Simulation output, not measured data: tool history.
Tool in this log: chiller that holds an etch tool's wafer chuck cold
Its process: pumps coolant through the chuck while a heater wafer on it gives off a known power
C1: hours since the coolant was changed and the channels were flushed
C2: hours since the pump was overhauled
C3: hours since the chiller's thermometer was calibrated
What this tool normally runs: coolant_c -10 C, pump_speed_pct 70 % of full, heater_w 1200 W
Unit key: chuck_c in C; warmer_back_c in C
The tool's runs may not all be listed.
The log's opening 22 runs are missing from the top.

run 23 day=47.283 | coolant_c=-4 pump_speed_pct=86 heater_w=850 | C1=1122 C2=2906 C3=2546 | chuck_c=6.3 warmer_back_c=3.92
run 24 day=48.625 | coolant_c=-7 pump_speed_pct=75 heater_w=791 | C1=1155 C2=2938 C3=2579 | chuck_c=3.3 warmer_back_c=4.25
run 25 day=50.283 | coolant_c=-7 pump_speed_pct=75 heater_w=791 | C1=1194 C2=2978 C3=2618 | chuck_c=3.7 warmer_back_c=4.20
run 26 day=51.533 | coolant_c=-7 pump_speed_pct=75 heater_w=791 | C1=1224 C2=3008 C3=2648 | chuck_c=3.6 warmer_back_c=4.24
run 27 day=54.283 | coolant_c=-7 pump_speed_pct=87 heater_w=791 | C1=1290 C2=3074 C3=2714 | chuck_c=2.7 warmer_back_c=3.65
run 28 day=56.492 | coolant_c=-20 pump_speed_pct=99 heater_w=822 | C1=1343 C2=3127 C3=2767 | chuck_c=-10.8 warmer_back_c=3.44
run 29 day=59.433 | coolant_c=-17 pump_speed_pct=82 heater_w=1263 | C1=1414 C2=3197 C3=2838 | chuck_c=-1.0 warmer_back_c=6.20
run 30 day=62.175 | coolant_c=-17 pump_speed_pct=82 heater_w=1263 | C1=1480 C2=3263 C3=2904 | chuck_c=-1.0 warmer_back_c=6.26
run 31 day=65.104 | coolant_c=-16 pump_speed_pct=70 heater_w=852 | C1=1550 C2=3333 C3=2974 | chuck_c=-3.9 warmer_back_c=4.95
run 32 day=67.933 | coolant_c=-16 pump_speed_pct=61 heater_w=852 | C1=1618 C2=3401 C3=3042 | chuck_c=-2.7 warmer_back_c=5.57
run 33 day=69.862 | coolant_c=-1 pump_speed_pct=62 heater_w=852 | C1=1664 C2=3448 C3=3088 | chuck_c=12.1 warmer_back_c=5.51

Here are 3 independent what-if runs from the current tool condition. What would each one return?
run A day=72.704 | coolant_c=-8 pump_speed_pct=66 heater_w=663 | C1=1732 C2=3516 C3=3157 | chuck_c=? warmer_back_c=?
run B day=72.704 | coolant_c=-17 pump_speed_pct=70 heater_w=1200 | C1=1732 C2=3516 C3=3157 | chuck_c=? warmer_back_c=?
run C day=72.704 | coolant_c=-12 pump_speed_pct=87 heater_w=686 | C1=1732 C2=3516 C3=3157 | chuck_c=? warmer_back_c=?

run=A chuck_c=2.1 warmer_back_c=4.07
run=B chuck_c=0.1 warmer_back_c=6.95
run=C chuck_c=-3.2 warmer_back_c=3.20
Without the tool's hidden state the same runs would have given:
run=A chuck_c=0.7 warmer_back_c=3.67
run=B chuck_c=-2.2 warmer_back_c=6.28
run=C chuck_c=-4.5 warmer_back_c=2.88
